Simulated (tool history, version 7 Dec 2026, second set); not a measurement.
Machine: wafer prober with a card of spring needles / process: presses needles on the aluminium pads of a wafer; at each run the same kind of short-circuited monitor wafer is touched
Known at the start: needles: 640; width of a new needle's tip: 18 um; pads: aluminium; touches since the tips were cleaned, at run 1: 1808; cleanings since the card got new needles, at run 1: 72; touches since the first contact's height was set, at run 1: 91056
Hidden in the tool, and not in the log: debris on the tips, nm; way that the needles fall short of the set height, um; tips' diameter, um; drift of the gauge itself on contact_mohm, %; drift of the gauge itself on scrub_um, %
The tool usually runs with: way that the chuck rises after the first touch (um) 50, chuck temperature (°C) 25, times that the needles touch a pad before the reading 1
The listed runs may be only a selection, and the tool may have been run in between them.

run     day  way that the chuck rises after the first touch (um)  chuck temperature (°C)  times that the needles touch a pad before the reading  touches since the tips were cleaned  cleanings since the card got new needles  touches since the first contact's height was set  resistance of one needle with its contact and lead (mohm)  way that a needle slides on the pad (um)
  1       0                                                   50                      25                                                      1                                 1808                                        72                                             91056                                                        408                                     10.38
      0.667  -- tips cleaned on abrasive film
        1.5  -- tips cleaned on abrasive film
  2   1.671                                                   50                      32                                                      1                                 2051                                        74                                            111152                                                        471                                     10.26
       2.25  -- tips cleaned on abrasive film
  3   2.642                                                   50                      32                                                      1                                 4738                                        75                                            122887                                                        630                                     10.23
      3.029  -- tips cleaned on abrasive film
  4   3.425                                                   50                      32                                                      1                                 4784                                        76                                            132304                                                        661                                     10.24
      3.854  -- tips cleaned on abrasive film
       4.65  -- tips cleaned on abrasive film
  5   4.712                                                   50                      32                                                      1                                  746                                        78                                            147787                                                        316                                      10.2
      5.504  -- tips cleaned on abrasive film
  6   6.112                                                   50                      25                                                      1                                 7354                                        79                                            164683                                                        785                                     10.17
      6.288  -- tips cleaned on abrasive film
      7.121  -- tips cleaned on abrasive film
  7    7.75                                                   50                      25                                                      1                                 7631                                        81                                            184399                                                        789                                     10.13
      7.875  -- tips cleaned on abrasive film
      8.417  -- tips cleaned on abrasive film, once more
  8    8.65                                                   50                      28                                                      1                                 2834                                        83                                            195195                                                        542                                     10.07
      9.238  -- tips cleaned on abrasive film
      9.767  -- height of the first contact set anew
  9     9.9                                                   43                      25                                                      1                                 7860                                        84                                              1573                                                        938                                      9.11
      10.05  -- tips cleaned on abrasive film
     10.892  -- tips cleaned on abrasive film
 10  10.892                                                   50                      28                                                      1                                    0                                        86                                             13505                                                        241                                     10.55
     11.792  -- tips cleaned on abrasive film
 11  11.829                                                   64                      25                                                      1                                  466                                        87                                             24788                                                        278                                     13.48
     12.658  -- tips cleaned on abrasive film
 12  13.346                                                   64                      25                                                      1                                 8318                                        88                                             43069                                                        560                                     13.45
     13.521  -- tips cleaned on abrasive film
     14.279  -- tips cleaned on abrasive film
 13  14.888                                                   64                      25                                                      1                                 7341                                        90                                             61641                                                        549                                     13.45
     15.079  -- tips cleaned on abrasive film
     15.888  -- tips cleaned on abrasive film
 14  16.192                                                   64                      25                                                      1                                 3656                                        92                                             77319                                                        423                                     13.38
     16.721  -- tips cleaned on abrasive film
 15  17.162                                                   50                      27                                                      1                                 5324                                        93                                             89024                                                        704                                     10.38
       17.5  -- tips cleaned on abrasive film
 16  18.121                                                   50                      27                                                      1                                 7519                                        94                                            100564                                                        767                                     10.38
      18.35  -- tips cleaned on abrasive film
     19.183  -- tips cleaned on abrasive film
     19.954  -- tips cleaned on abrasive film
 17  19.954                                                   43                      98                                                      1                                    0                                        97                                            122578                                                        276                                      8.83
     20.788  -- tips cleaned on abrasive film
     21.592  -- tips cleaned on abrasive film
 18  21.788                                                   53                      25                                                      2                                 2335                                        99                                            144675                                                        358                                     10.93
     22.446  -- tips cleaned on abrasive film
 19  22.646                                                   59                      25                                                      2                                 2437                                       100                                            155026                                                        343                                     12.19
     23.217  -- tips cleaned on abrasive film
     24.058  -- tips cleaned on abrasive film
 20  24.058                                                   33                      73                                                      2                                    0                                       102                                            172024                                                        275                                      6.57
     24.912  -- tips cleaned on abrasive film
 21  24.912                                                   33                     116                                                      2                                    0                                       103                                            182282                                                        317                                      6.58
     25.671  -- tips cleaned on abrasive film
 22   25.95                                                   45                     116                                                      3                                 3375                                       104                                            194799                                                        379                                      9.09
      26.45  -- tips cleaned on abrasive film
 23  26.833                                                   36                      25                                                      2                                 4638                                       105                                            205445                                                        793                                      7.17
     27.133  -- height of the first contact set anew
     27.283  -- tips cleaned on abrasive film
     28.162  -- tips cleaned on abrasive film
 24  28.696                                                   41                      29                                                      2                                 6500                                       107                                             18832                                                        718                                      8.69
         29  -- tips cleaned on abrasive film
     29.762  -- tips cleaned on abrasive film
 25  30.108                                                   41                      29                                                      2                                 4213                                       109                                             35815                                                        581                                      8.62
     30.512  -- tips cleaned on abrasive film
 26  31.146                                                   41                      29                                                      2                                 7635                                       110                                             48296                                                        726                                      8.58
     31.288  -- tips cleaned on abrasive film
     32.058  -- tips cleaned on abrasive film
 27  32.312                                                   41                      68                                                      2                                 3089                                       112                                             62331                                                        523                                      8.53
     32.829  -- tips cleaned on abrasive film
     33.646  -- tips cleaned on abrasive film
 28  34.183                                                   50                      31                                                      1                                 6510                                       114                                             84863                                                        774                                     10.45
     34.496  -- tips cleaned on abrasive film
 29   34.95                                                   50                      31                                                      1                                 5466                                       115                                             94069                                                        733                                     10.41
     35.325  -- tips cleaned on abrasive film
     36.071  -- tips cleaned on abrasive film
 30  36.117                                                   50                      31                                                      1                                  545                                       117                                            108120                                                        316                                     10.34

Describe how what the log doesn't record of the tool's condition differs between the last listed run preceding each entry between runs and the first listed run following it.
In the gap between runs 1 and 2: tips cleaned on abrasive film (day 0.667); tips cleaned on abrasive film (day 1.5)
  debris on the tips, nm: 72.3 -> 79; way that the needles fall short of the set height, um: 0.85 -> 1.47; tips' diameter, um: 20.45 -> 22.01
  measured minus no-state result, resistance of one needle with its contact and lead (mohm): +209 -> +270; way that a needle slides on the pad (um): -0.18 -> -0.31
In the gap between runs 2 and 3: tips cleaned on abrasive film (day 2.25)
  debris on the tips, nm: 79 -> 126.2; way that the needles fall short of the set height, um: 1.47 -> 1.54; tips' diameter, um: 22.01 -> 22.03
  measured minus no-state result, resistance of one needle with its contact and lead (mohm): +270 -> +430; way that a needle slides on the pad (um): -0.31 -> -0.32
In the gap between runs 3 and 4: tips cleaned on abrasive film (day 3.029)
  debris on the tips, nm: 126.2 -> 134; way that the needles fall short of the set height, um: 1.54 -> 1.63; tips' diameter, um: 22.03 -> 22.06
  measured minus no-state result, resistance of one needle with its contact and lead (mohm): +430 -> +459; way that a needle slides on the pad (um): -0.32 -> -0.35
In the gap between runs 4 and 5: tips cleaned on abrasive film (day 3.854); tips cleaned on abrasive film (day 4.65)
  debris on the tips, nm: 134 -> 31.1; way that the needles fall short of the set height, um: 1.63 -> 1.82; tips' diameter, um: 22.06 -> 22.13
  measured minus no-state result, resistance of one needle with its contact and lead (mohm): +459 -> +113; way that a needle slides on the pad (um): -0.35 -> -0.38
In the gap between runs 5 and 6: tips cleaned on abrasive film (day 5.504)
  debris on the tips, nm: 31.1 -> 166.5; way that the needles fall short of the set height, um: 1.82 -> 1.91; tips' diameter, um: 22.13 -> 22.16
  measured minus no-state result, resistance of one needle with its contact and lead (mohm): +113 -> +585; way that a needle slides on the pad (um): -0.38 -> -0.4
In the gap between runs 6 and 7: tips cleaned on abrasive film (day 6.288); tips cleaned on abrasive film (day 7.121)
  debris on the tips, nm: 166.5 -> 166.9; way that the needles fall short of the set height, um: 1.91 -> 2.1; tips' diameter, um: 22.16 -> 22.23
  measured minus no-state result, resistance of one needle with its contact and lead (mohm): +585 -> +590; way that a needle slides on the pad (um): -0.4 -> -0.44
In the gap between runs 7 and 8: tips cleaned on abrasive film (day 7.875); tips cleaned on abrasive film, once more (day 8.417)
  debris on the tips, nm: 166.9 -> 96.6; way that the needles fall short of the set height, um: 2.1 -> 2.29; tips' diameter, um: 22.23 -> 22.29
  measured minus no-state result, resistance of one needle with its contact and lead (mohm): +590 -> +345; way that a needle slides on the pad (um): -0.44 -> -0.49
In the gap between runs 8 and 9: tips cleaned on abrasive film (day 9.238); height of the first contact set anew (day 9.767)
  debris on the tips, nm: 96.6 -> 168.1; way that the needles fall short of the set height, um: 2.29 -> 0; tips' diameter, um: 22.29 -> 22.33
  measured minus no-state result, resistance of one needle with its contact and lead (mohm): +345 -> +737; way that a needle slides on the pad (um): -0.49 -> +0
In the gap between runs 9 and 10: tips cleaned on abrasive film (day 10.05); tips cleaned on abrasive film (day 10.892)
  debris on the tips, nm: 168.1 -> 9.4; way that the needles fall short of the set height, um: 0 -> 0.23; tips' diameter, um: 22.33 -> 22.41
  measured minus no-state result, resistance of one needle with its contact and lead (mohm): +737 -> +37; way that a needle slides on the pad (um): +0 -> -0.05
In the gap between runs 10 and 11: tips cleaned on abrasive film (day 11.792)
  debris on the tips, nm: 9.4 -> 36.5; way that the needles fall short of the set height, um: 0.23 -> 0.31; tips' diameter, um: 22.41 -> 22.43
  measured minus no-state result, resistance of one needle with its contact and lead (mohm): +37 -> +80; way that a needle slides on the pad (um): -0.05 -> -0.07
In the gap between runs 11 and 12: tips cleaned on abrasive film (day 12.658)
  debris on the tips, nm: 36.5 -> 172.1; way that the needles fall short of the set height, um: 0.31 -> 0.43; tips' diameter, um: 22.43 -> 22.48
  measured minus no-state result, resistance of one needle with its contact and lead (mohm): +80 -> +365; way that a needle slides on the pad (um): -0.07 -> -0.09
In the gap between runs 12 and 13: tips cleaned on abrasive film (day 13.521); tips cleaned on abrasive film (day 14.279)
  debris on the tips, nm: 172.1 -> 162.7; way that the needles fall short of the set height, um: 0.43 -> 0.66; tips' diameter, um: 22.48 -> 22.56
  measured minus no-state result, resistance of one needle with its contact and lead (mohm): +365 -> +353; way that a needle slides on the pad (um): -0.09 -> -0.14
In the gap between runs 13 and 14: tips cleaned on abrasive film (day 15.079); tips cleaned on abrasive film (day 15.888)
  debris on the tips, nm: 162.7 -> 102.6; way that the needles fall short of the set height, um: 0.66 -> 0.87; tips' diameter, um: 22.56 -> 22.63
  measured minus no-state result, resistance of one needle with its contact and lead (mohm): +353 -> +227; way that a needle slides on the pad (um): -0.14 -> -0.19
In the gap between runs 14 and 15: tips cleaned on abrasive film (day 16.721)
  debris on the tips, nm: 102.6 -> 141.7; way that the needles fall short of the set height, um: 0.87 -> 0.94; tips' diameter, um: 22.63 -> 22.66
  measured minus no-state result, resistance of one needle with its contact and lead (mohm): +227 -> +501; way that a needle slides on the pad (um): -0.19 -> -0.2
In the gap between runs 15 and 16: tips cleaned on abrasive film (day 17.5)
  debris on the tips, nm: 141.7 -> 160.3; way that the needles fall short of the set height, um: 0.94 -> 1.04; tips' diameter, um: 22.66 -> 22.69
  measured minus no-state result, resistance of one needle with its contact and lead (mohm): +501 -> +567; way that a needle slides on the pad (um): -0.2 -> -0.22
In the gap between runs 16 and 17: tips cleaned on abrasive film (day 18.35); tips cleaned on abrasive film (day 19.183); tips cleaned on abrasive film (day 19.954)
  debris on the tips, nm: 160.3 -> 11.3; way that the needles fall short of the set height, um: 1.04 -> 1.3; tips' diameter, um: 22.69 -> 22.78
  measured minus no-state result, resistance of one needle with its contact and lead (mohm): +567 -> +56; way that a needle slides on the pad (um): -0.22 -> -0.28
In the gap between runs 17 and 18: tips cleaned on abrasive film (day 20.788); tips cleaned on abrasive film (day 21.592)
  debris on the tips, nm: 11.3 -> 80.4; way that the needles fall short of the set height, um: 1.3 -> 1.51; tips' diameter, um: 22.78 -> 22.86
  measured minus no-state result, resistance of one needle with its contact and lead (mohm): +56 -> +160; way that a needle slides on the pad (um): -0.28 -> -0.32
In the gap between runs 18 and 19: tips cleaned on abrasive film (day 22.446)
  debris on the tips, nm: 80.4 -> 92.3; way that the needles fall short of the set height, um: 1.51 -> 1.63; tips' diameter, um: 22.86 -> 22.9
  measured minus no-state result, resistance of one needle with its contact and lead (mohm): +160 -> +149; way that a needle slides on the pad (um): -0.32 -> -0.34
In the gap between runs 19 and 20: tips cleaned on abrasive film (day 23.217); tips cleaned on abrasive film (day 24.058)
  debris on the tips, nm: 92.3 -> 8.6; way that the needles fall short of the set height, um: 1.63 -> 1.85; tips' diameter, um: 22.9 -> 22.97
  measured minus no-state result, resistance of one needle with its contact and lead (mohm): +149 -> +53; way that a needle slides on the pad (um): -0.34 -> -0.39
In the gap between runs 20 and 21: tips cleaned on abrasive film (day 24.912)
  debris on the tips, nm: 8.6 -> 14.9; way that the needles fall short of the set height, um: 1.85 -> 1.96; tips' diameter, um: 22.97 -> 23.01
  measured minus no-state result, resistance of one needle with its contact and lead (mohm): +53 -> +81; way that a needle slides on the pad (um): -0.39 -> -0.41
In the gap between runs 21 and 22: tips cleaned on abrasive film (day 25.671)
  debris on the tips, nm: 14.9 -> 100; way that the needles fall short of the set height, um: 1.96 -> 2.03; tips' diameter, um: 23.01 -> 23.04
  measured minus no-state result, resistance of one needle with its contact and lead (mohm): +81 -> +154; way that a needle slides on the pad (um): -0.41 -> -0.43
In the gap between runs 22 and 23: tips cleaned on abrasive film (day 26.45)
  debris on the tips, nm: 100 -> 129.1; way that the needles fall short of the set height, um: 2.03 -> 2.13; tips' diameter, um: 23.04 -> 23.07
  measured minus no-state result, resistance of one needle with its contact and lead (mohm): +154 -> +586; way that a needle slides on the pad (um): -0.43 -> -0.45
In the gap between runs 23 and 24: height of the first contact set anew (day 27.133); tips cleaned on abrasive film (day 27.283); tips cleaned on abrasive film (day 28.162)
  debris on the tips, nm: 129.1 -> 161.9; way that the needles fall short of the set height, um: 2.13 -> 0.19; tips' diameter, um: 23.07 -> 23.14
  measured minus no-state result, resistance of one needle with its contact and lead (mohm): +586 -> +510; way that a needle slides on the pad (um): -0.45 -> -0.04
In the gap between runs 24 and 25: tips cleaned on abrasive film (day 29); tips cleaned on abrasive film (day 29.762)
  debris on the tips, nm: 161.9 -> 119.9; way that the needles fall short of the set height, um: 0.19 -> 0.39; tips' diameter, um: 23.14 -> 23.21
  measured minus no-state result, resistance of one needle with its contact and lead (mohm): +510 -> +378; way that a needle slides on the pad (um): -0.04 -> -0.09
In the gap between runs 25 and 26: tips cleaned on abrasive film (day 30.512)
  debris on the tips, nm: 119.9 -> 162.6; way that the needles fall short of the set height, um: 0.39 -> 0.5; tips' diameter, um: 23.21 -> 23.25
  measured minus no-state result, resistance of one needle with its contact and lead (mohm): +378 -> +521; way that a needle slides on the pad (um): -0.09 -> -0.1
In the gap between runs 26 and 27: tips cleaned on abrasive film (day 31.288); tips cleaned on abrasive film (day 32.058)
  debris on the tips, nm: 162.6 -> 99.4; way that the needles fall short of the set height, um: 0.5 -> 0.69; tips' diameter, um: 23.25 -> 23.32
  measured minus no-state result, resistance of one needle with its contact and lead (mohm): +521 -> +308; way that a needle slides on the pad (um): -0.1 -> -0.14
In the gap between runs 27 and 28: tips cleaned on abrasive film (day 32.829); tips cleaned on abrasive film (day 33.646)
  debris on the tips, nm: 99.4 -> 152.2; way that the needles fall short of the set height, um: 0.69 -> 0.88; tips' diameter, um: 23.32 -> 23.38
  measured minus no-state result, resistance of one needle with its contact and lead (mohm): +308 -> +571; way that a needle slides on the pad (um): -0.14 -> -0.18
In the gap between runs 28 and 29: tips cleaned on abrasive film (day 34.496)
  debris on the tips, nm: 152.2 -> 142.5; way that the needles fall short of the set height, um: 0.88 -> 0.98; tips' diameter, um: 23.38 -> 23.42
  measured minus no-state result, resistance of one needle with its contact and lead (mohm): +571 -> +532; way that a needle slides on the pad (um): -0.18 -> -0.2
In the gap between runs 29 and 30: tips cleaned on abrasive film (day 35.325); tips cleaned on abrasive film (day 36.071)
  debris on the tips, nm: 142.5 -> 30.5; way that the needles fall short of the set height, um: 0.98 -> 1.15; tips' diameter, um: 23.42 -> 23.48
  measured minus no-state result, resistance of one needle with its contact and lead (mohm): +532 -> +118; way that a needle slides on the pad (um): -0.2 -> -0.25
